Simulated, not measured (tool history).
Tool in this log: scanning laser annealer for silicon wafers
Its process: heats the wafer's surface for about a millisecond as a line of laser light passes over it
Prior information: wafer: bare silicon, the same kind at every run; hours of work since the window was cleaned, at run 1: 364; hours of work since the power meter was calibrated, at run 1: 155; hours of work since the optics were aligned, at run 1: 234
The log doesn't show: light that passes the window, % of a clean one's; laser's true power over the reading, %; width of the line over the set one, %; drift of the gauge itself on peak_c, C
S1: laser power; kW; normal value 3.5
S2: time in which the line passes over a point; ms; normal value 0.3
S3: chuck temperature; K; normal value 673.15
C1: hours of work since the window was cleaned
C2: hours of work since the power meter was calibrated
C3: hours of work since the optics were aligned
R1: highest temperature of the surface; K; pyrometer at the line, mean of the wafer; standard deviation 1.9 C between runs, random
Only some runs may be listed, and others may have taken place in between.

run,hour,S1,S2,S3,C1,C2,C3,R1
1,0,3.5,0.3,673.15,364,155,234,1356.15
2,5,3.5,0.3,666.15,366,158,237,1351.15
3,15.6,3.5,0.3,636.15,372,163,242,1316.15
4,26.3,3.5,0.3,636.15,378,169,248,1318.15
5,32.5,3.5,0.3,636.15,381,173,251,1320.15
6,43,3.5,0.3,636.15,387,178,257,1320.15
7,54.4,3.5,0.33,673.15,393,184,263,1383.15
8,63.4,3.6,0.3,673.15,398,189,268,1375.15
9,68.8,3.6,0.3,673.15,401,192,271,1378.15
# hour 71.6: window over the wafer cleaned
10,77.5,3.6,0.3,673.15,3,196,275,1354.15
11,83.4,3.835,0.3,673.15,6,199,278,1411.15
12,91.2,3.803,0.3,673.15,11,203,282,1402.15
13,101,3.803,0.3,665.15,16,209,288,1394.15
14,110.9,3.803,0.314,665.15,21,214,293,1406.15
15,121.4,3.803,0.314,665.15,27,220,299,1407.15
# hour 130.6: window over the wafer cleaned, once more
16,135.1,3.165,0.314,665.15,2,226,305,1312.15
17,141.5,3.165,0.314,665.15,6,230,308,1313.15
18,151.8,3.391,0.283,673.15,12,235,314,1344.15
19,162.5,3.5,0.24,673.15,17,241,320,1322.15
20,167.6,3.461,0.282,673.15,20,244,323,1356.15
21,173.2,3.16,0.3,673.15,23,247,326,1307.15
22,180.8,3.61,0.228,686.15,27,251,330,1339.15
23,186,3.61,0.228,686.15,30,254,332,1339.15
24,191,3.359,0.312,649.15,33,256,335,1340.15
25,202.8,3.022,0.312,668.15,39,263,342,1275.15
26,210.5,3.5,0.291,673.15,43,267,346,1375.15
27,220.3,3.203,0.3,673.15,49,272,351,1312.15
28,226.7,3.602,0.291,635.15,52,276,355,1361.15

Table of differences, measured result less the result of that run with no hidden state. Run-to-run variation is the same in both. Gauge scatter possibly is not:
run,R1
1,-46
2,-46
3,-47
4,-47
5,-47
6,-48
7,-52
8,-51
9,-52
10,-71
11,-77
12,-76
13,-78
14,-79
15,-80
16,-12
17,-12
18,-13
19,-13
20,-14
21,-13
22,-14
23,-15
24,-15
25,-15
26,-17
27,-16
28,-19

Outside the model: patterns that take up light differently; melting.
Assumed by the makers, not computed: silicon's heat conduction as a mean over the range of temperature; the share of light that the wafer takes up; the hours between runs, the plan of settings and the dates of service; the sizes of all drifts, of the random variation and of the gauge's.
